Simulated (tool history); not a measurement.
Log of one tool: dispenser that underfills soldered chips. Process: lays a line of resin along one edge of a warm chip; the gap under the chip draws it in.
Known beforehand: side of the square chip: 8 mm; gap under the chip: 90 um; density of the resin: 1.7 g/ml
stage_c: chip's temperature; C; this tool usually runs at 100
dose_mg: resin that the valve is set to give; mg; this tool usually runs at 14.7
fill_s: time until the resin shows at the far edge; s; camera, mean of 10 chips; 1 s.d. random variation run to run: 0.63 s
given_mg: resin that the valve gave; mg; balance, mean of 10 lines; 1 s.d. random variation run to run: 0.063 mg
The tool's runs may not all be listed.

run,hour,stage_c,dose_mg,fill_s,given_mg
1,0,100,14.7,76.4,13.84
# hour 2.9: dispensing valve cleaned and set on the balance
# hour 4.7: new syringe of resin
2,6.3,100,18.6,61.3,18.6
3,10,100,18.6,77.9,18.49
# hour 12.9: new syringe of resin
4,14.2,100,18.6,58.7,18.59
5,19.4,87,14.7,134.6,14.52
# hour 21.4: new syringe of resin
6,25.8,87,18.1,110.6,17.84
# hour 29.6: new syringe of resin
7,34.2,100,14.7,78.1,14.38
# hour 37.9: new syringe of resin
8,43.3,100,14.7,82.9,14.25
# hour 46.7: new syringe of resin
9,51.5,100,14.7,78.4,14.4
# hour 55: new syringe of resin
10,56.8,100,14.7,65,14.37
# hour 63.3: new syringe of resin
11,65,100,14.7,64,14.14
12,69.6,100,14.7,86.2,14.15
# hour 71.7: new syringe of resin
13,73.7,100,14.7,63.3,14.12
# hour 80.2: new syringe of resin
14,82.7,100,14.7,66.9,14.14
# hour 88.7: new syringe of resin
15,88.8,100,14.7,56.5,13.95
# hour 97.2: new syringe of resin
16,97.2,100,14.7,55.7,13.87
# hour 104.4: dispensing valve cleaned and set on the balance
# hour 106.7: new syringe of resin
17,107.1,100,14.7,58.7,14.65
# hour 115.6: new syringe of resin
18,116,86,13.2,96.8,13.05
19,121.7,86,13.2,142.9,13.07
# hour 123.9: new syringe of resin
20,127.8,91,18.8,96.5,18.51
# hour 132.7: new syringe of resin
21,133,103,17.9,51.6,17.59
22,138.7,103,17.9,78.3,17.52
# hour 141.4: new syringe of resin
23,146.1,103,17.9,69.7,17.54
# hour 150: new syringe of resin
24,152.8,87,14.7,106.9,14.33
25,157.2,97,13.2,107.5,12.8
# hour 158.7: new syringe of resin
26,162.1,97,14.7,80.4,14.07
# hour 166.9: new syringe of resin
27,168.5,97,14.7,70.7,14.05
# hour 175.2: new syringe of resin
28,176.6,92,12.9,84.5,12.35
29,181.2,92,12.9,117.7,12.38
# hour 183.3: new syringe of resin
30,189.1,100,15.3,85.3,14.55

3 ways to go on from here, each from the tool as it stands after run 30. What would each give?
# hour 191.9: new syringe of resin
A,193,112,15.3,?,?
# hour 191.9: new syringe of resin
B,193,97,13.3,?,?
# hour 191.9: new syringe of resin
C,193,100,17.7,?,?

run,fill_s,given_mg
A,42.9,14.46
B,71.8,12.61
C,61.6,16.82
Without the tool's unlogged condition, the same runs would have read:
run,fill_s,given_mg
A,38.3,15.23
B,63.5,13.28
C,55,17.72
